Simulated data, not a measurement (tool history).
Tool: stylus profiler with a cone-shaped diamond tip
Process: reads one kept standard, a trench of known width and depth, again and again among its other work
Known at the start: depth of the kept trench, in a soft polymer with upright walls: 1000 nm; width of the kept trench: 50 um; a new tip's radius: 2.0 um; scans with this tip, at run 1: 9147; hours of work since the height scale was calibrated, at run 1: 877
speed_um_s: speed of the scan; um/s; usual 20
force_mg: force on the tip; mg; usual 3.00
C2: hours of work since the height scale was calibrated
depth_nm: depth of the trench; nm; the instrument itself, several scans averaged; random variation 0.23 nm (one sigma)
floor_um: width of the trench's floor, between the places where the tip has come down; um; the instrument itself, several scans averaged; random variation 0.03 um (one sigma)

Run 1, hour 0.0: usual settings; scans with this tip 9147; C2 877. Result: depth_nm 1015.83 nm, floor_um 43.68 um.
Run 2, hour 10.3: usual settings; scans with this tip 9204; C2 882. Result: depth_nm 1015.67 nm, floor_um 43.62 um.
Run 3, hour 17.4: usual settings but force_mg 2.71 mg; scans with this tip 9243; C2 886. Result: depth_nm 1014.52 nm, floor_um 43.68 um.
Run 4, hour 24.8: usual settings but force_mg 2.50 mg; scans with this tip 9284; C2 890. Result: depth_nm 1013.95 nm, floor_um 43.60 um.
Run 5, hour 32.8: usual settings but force_mg 2.50 mg; scans with this tip 9328; C2 894. Result: depth_nm 1013.92 nm, floor_um 43.62 um.
Run 6, hour 47.7: usual settings; scans with this tip 9410; C2 902. Result: depth_nm 1015.74 nm, floor_um 43.54 um.
Run 7, hour 60.6: usual settings but speed_um_s 8 um/s; scans with this tip 9481; C2 909. Result: depth_nm 1015.67 nm, floor_um 43.60 um.
Run 8, hour 76.3: usual settings but speed_um_s 8 um/s; scans with this tip 9567; C2 917. Result: depth_nm 1015.69 nm, floor_um 43.60 um.
Run 9, hour 89.1: usual settings but speed_um_s 8 um/s; scans with this tip 9638; C2 924. Result: depth_nm 1015.36 nm, floor_um 43.55 um.
At hour 90.4: height scale calibrated on a step standard.
Run 10, hour 99.5: usual settings but speed_um_s 8 um/s; scans with this tip 9692; C2 5. Result: depth_nm 1014.89 nm, floor_um 43.53 um.
Run 11, hour 111.8: usual settings but speed_um_s 18 um/s, force_mg 6.41 mg; scans with this tip 9760; C2 11. Result: depth_nm 1026.23 nm, floor_um 43.53 um.
Run 12, hour 120.7: usual settings but speed_um_s 17 um/s, force_mg 3.34 mg; scans with this tip 9809; C2 16. Result: depth_nm 1016.90 nm, floor_um 43.43 um.
Run 13, hour 130.7: usual settings but speed_um_s 5 um/s, force_mg 3.24 mg; scans with this tip 9865; C2 21. Result: depth_nm 1016.25 nm, floor_um 43.50 um.
Run 14, hour 140.3: usual settings but speed_um_s 72 um/s; scans with this tip 9917; C2 26. Result: depth_nm 1015.61 nm, floor_um 43.34 um.
Run 15, hour 155.5: usual settings but speed_um_s 66 um/s, force_mg 6.14 mg; scans with this tip 10001; C2 34. Result: depth_nm 1025.83 nm, floor_um 43.37 um.
At hour 161.4: height scale calibrated on a step standard, once more.
Run 16, hour 164.0: usual settings but speed_um_s 11 um/s, force_mg 3.42 mg; scans with this tip 10045; C2 1. Result: depth_nm 1017.89 nm, floor_um 43.47 um.

Forecast each of these 5 alternatives for the next run:
Run A, hour 176.7: usual settings but speed_um_s 6 um/s, force_mg 7.75 mg; scans with this tip 10115; C2 8. Result: depth_nm ?, floor_um ?.
Run B, hour 176.7: usual settings but speed_um_s 15 um/s; scans with this tip 10115; C2 8. Result: depth_nm ?, floor_um ?.
Run C, hour 176.7: usual settings but speed_um_s 28 um/s, force_mg 7.85 mg; scans with this tip 10115; C2 8. Result: depth_nm ?, floor_um ?.
Run D, hour 176.7: usual settings but speed_um_s 41 um/s, force_mg 4.92 mg; scans with this tip 10115; C2 8. Result: depth_nm ?, floor_um ?.
Run E, hour 176.7: usual settings but speed_um_s 49 um/s, force_mg 3.42 mg; scans with this tip 10115; C2 8. Result: depth_nm ?, floor_um ?.

run  depth_nm  floor_um
  A   1031.00     43.45
  B   1016.41     43.41
  C   1031.02     43.45
  D   1022.87     43.38
  E   1017.44     43.33
Without the tool's hidden state the same runs would have given:
run  depth_nm  floor_um
  A   1031.26     46.51
  B   1016.66     46.47
  C   1031.27     46.51
  D   1023.12     46.44
  E   1017.69     46.39
